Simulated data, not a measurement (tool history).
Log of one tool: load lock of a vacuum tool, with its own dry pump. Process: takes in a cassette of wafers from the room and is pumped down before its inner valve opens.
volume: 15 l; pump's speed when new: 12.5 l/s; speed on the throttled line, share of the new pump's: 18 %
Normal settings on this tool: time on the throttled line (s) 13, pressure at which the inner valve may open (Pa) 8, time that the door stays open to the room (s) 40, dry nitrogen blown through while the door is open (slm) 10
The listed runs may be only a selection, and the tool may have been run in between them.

run    hour  time on the throttled line (s)  pressure at which the inner valve may open (Pa)  time that the door stays open to the room (s)  dry nitrogen blown through while the door is open (slm)  incoming humidity of the room's air, %  time from the closed door until the inner valve may open (s)  rise of the pressure with all valves shut (Pa/min)
  1       0                              13                                                8                                             40                                                       10                                    46.2                                                          22.4                                               0.076
  2   144.3                              13                                                8                                             40                                                       10                                    45.2                                                          22.8                                               0.072
  3   288.5                              13                                                8                                             38                                                       10                                    45.7                                                          22.4                                               0.072
  4   496.9                              13                                                6                                             40                                                       10                                    42.1                                                            23                                               0.074
  5     623                              13                                                6                                             40                                                       10                                    46.6                                                          22.8                                               0.085
  6   769.9                              13                                                8                                             40                                                       10                                    45.4                                                          22.6                                               0.078
  7   936.3                              13                                                8                                             40                                                       10                                    42.8                                                          22.8                                               0.073
  8  1143.6                              13                                                8                                             40                                                       10                                    43.8                                                          22.6                                               0.087
  9  1284.5                              13                                                8                                             51                                                       10                                    43.8                                                          22.3                                                0.09
 10  1435.4                              13                                                8                                             51                                                       10                                    46.1                                                          22.7                                               0.092
 11  1579.5                              13                                                8                                             51                                                       10                                    45.3                                                          22.4                                               0.092
 12  1737.6                              13                                                8                                             51                                                       10                                    44.6                                                          22.6                                               0.094
 13  1857.7                              13                                                8                                             40                                                       10                                    49.7                                                          22.6                                               0.098
 14  1994.4                              17                                                8                                             40                                                       10                                    43.7                                                          25.8                                               0.086
 15  2195.3                              13                                                8                                             32                                                       10                                    45.8                                                          22.7                                               0.092
 16  2324.9                              13                                                8                                             32                                                       10                                    45.5                                                          22.8                                                0.09
 17  2530.3                              13                                                8                                             32                                                       10                                    43.9                                                          22.4                                               0.097
 18    2726                              26                                                8                                             40                                                       10                                    44.7                                                          33.2                                               0.099
 19  2933.1                              17                                                8                                             40                                                       10                                    44.9                                                          25.8                                               0.108
 20  3131.9                              13                                                6                                            129                                                       10                                    44.3                                                          23.1                                               0.143
 21    3307                              13                                                6                                            129                                                       10                                    44.3                                                          23.4                                                0.14
 22  3486.7                               9                                                6                                            146                                                       10                                    46.7                                                            20                                               0.147
 23    3689                               9                                                6                                            146                                                       10                                    44.8                                                          19.8                                               0.153
 24  3888.4                               9                                                6                                            146                                                       10                                    47.2                                                          19.6                                               0.155
 25  4092.3                              12                                                8                                             87                                                        8                                      44                                                          22.1                                               0.147
 26  4189.9                              10                                                8                                             40                                                       10                                    45.7                                                          20.4                                               0.113
 27  4295.1                              17                                                8                                             40                                                        7                                    39.2                                                            26                                               0.124
 28  4442.5                              13                                               12                                             26                                                       30                                    45.2                                                          22.3                                               0.105
 29    4637                              13                                               12                                             26                                                       30                                    43.2                                                          22.2                                               0.104
 30    4733                              22                                                9                                            132                                                       10                                      47                                                            30                                               0.171
 31    4945                              22                                                9                                            132                                                        6                                    45.3                                                            30                                               0.175
 32  5039.8                              18                                                8                                             40                                                        5                                      43                                                            27                                               0.142
 33  5200.8                              18                                                8                                             40                                                        5                                    44.8                                                          26.7                                                0.15
 34  5409.8                              13                                                8                                             40                                                       10                                    48.9                                                            23                                               0.142
 35  5609.6                              13                                                8                                             37                                                        7                                    43.5                                                          22.9                                               0.153
 36  5794.7                              13                                                8                                             37                                                        7                                    46.5                                                          22.8                                               0.152
 37  5897.1                               9                                                8                                            183                                                        7                                    40.8                                                          19.5                                               0.202

Predict each of these 4 candidate next runs independently; none follows another, all start after run 37:
  A  6053.8                              13                                                8                                             33                                                       10                                    43.1                                                             ?                                                   ?
  B  6053.8                              23                                               11                                             40                                                        5                                    45.6                                                             ?                                                   ?
  C  6053.8                              13                                                7                                             29                                                       39                                    40.9                                                             ?                                                   ?
  D  6053.8                              12                                                8                                            148                                                       32                                    46.1                                                             ?                                                   ?

run  time from the closed door until the inner valve may open (s)  rise of the pressure with all valves shut (Pa/min)
  A                                                          22.7                                               0.144
  B                                                          30.7                                               0.158
  C                                                          23.2                                               0.124
  D                                                          22.1                                               0.154
Without the tool's unlogged condition, the same runs would have read:
run  time from the closed door until the inner valve may open (s)  rise of the pressure with all valves shut (Pa/min)
  A                                                            22                                               0.036
  B                                                          30.1                                               0.052
  C                                                          22.5                                               0.017
  D                                                          21.4                                               0.046
